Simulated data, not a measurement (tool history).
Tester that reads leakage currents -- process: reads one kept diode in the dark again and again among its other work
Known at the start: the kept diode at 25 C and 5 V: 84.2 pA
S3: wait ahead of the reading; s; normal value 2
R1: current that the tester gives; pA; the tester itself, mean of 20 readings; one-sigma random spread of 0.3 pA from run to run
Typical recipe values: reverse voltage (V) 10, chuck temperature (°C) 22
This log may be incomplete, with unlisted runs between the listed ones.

run 1 hour=0 | reverse_voltage_(V)=10 chuck_temperature_(°C)=22 S3=2 | R1=97.61
run 2 hour=197.2 | reverse_voltage_(V)=10 chuck_temperature_(°C)=22 S3=2 | R1=96.99
run 3 hour=372.1 | reverse_voltage_(V)=10 chuck_temperature_(°C)=29 S3=2 | R1=183.44
run 4 hour=521.4 | reverse_voltage_(V)=10 chuck_temperature_(°C)=49 S3=2 | R1=974.45
run 5 hour=670.4 | reverse_voltage_(V)=10 chuck_temperature_(°C)=49 S3=2 | R1=976.79
run 6 hour=875.4 | reverse_voltage_(V)=10 chuck_temperature_(°C)=49 S3=2 | R1=975.91
run 7 hour=1072.1 | reverse_voltage_(V)=10 chuck_temperature_(°C)=22 S3=2 | R1=96.99
run 8 hour=1255 | reverse_voltage_(V)=10 chuck_temperature_(°C)=22 S3=2 | R1=97.32
run 9 hour=1430.3 | reverse_voltage_(V)=10 chuck_temperature_(°C)=22 S3=2 | R1=97.22
run 10 hour=1582.7 | reverse_voltage_(V)=10 chuck_temperature_(°C)=22 S3=2 | R1=97.18
-- hour=1635.3 chuck's temperature calibrated
run 11 hour=1745.7 | reverse_voltage_(V)=10 chuck_temperature_(°C)=32 S3=2 | R1=236.92
run 12 hour=1962.6 | reverse_voltage_(V)=10 chuck_temperature_(°C)=32 S3=2 | R1=238.07
run 13 hour=2153.3 | reverse_voltage_(V)=10 chuck_temperature_(°C)=32 S3=2 | R1=239.45
run 14 hour=2347.5 | reverse_voltage_(V)=1.1 chuck_temperature_(°C)=22 S3=2 | R1=26.9
run 15 hour=2470 | reverse_voltage_(V)=1.1 chuck_temperature_(°C)=22 S3=2 | R1=26.72
run 16 hour=2581.6 | reverse_voltage_(V)=10 chuck_temperature_(°C)=22 S3=2 | R1=97.27
run 17 hour=2784.9 | reverse_voltage_(V)=10 chuck_temperature_(°C)=22 S3=2 | R1=96.78
run 18 hour=2935.7 | reverse_voltage_(V)=10 chuck_temperature_(°C)=22 S3=2 | R1=97.51
run 19 hour=3104.2 | reverse_voltage_(V)=10 chuck_temperature_(°C)=22 S3=9.96 | R1=95.77

Run 20 is up next; what results do you expect?
run 20 hour=3240 | reverse_voltage_(V)=12.6 chuck_temperature_(°C)=22 S3=7.29 | R1=?

{"run 20": {"R1": 109.35}}
Take away the tool's hidden state, keep the run-to-run variation as it was, and the same run would have given R1 109.19 pA.
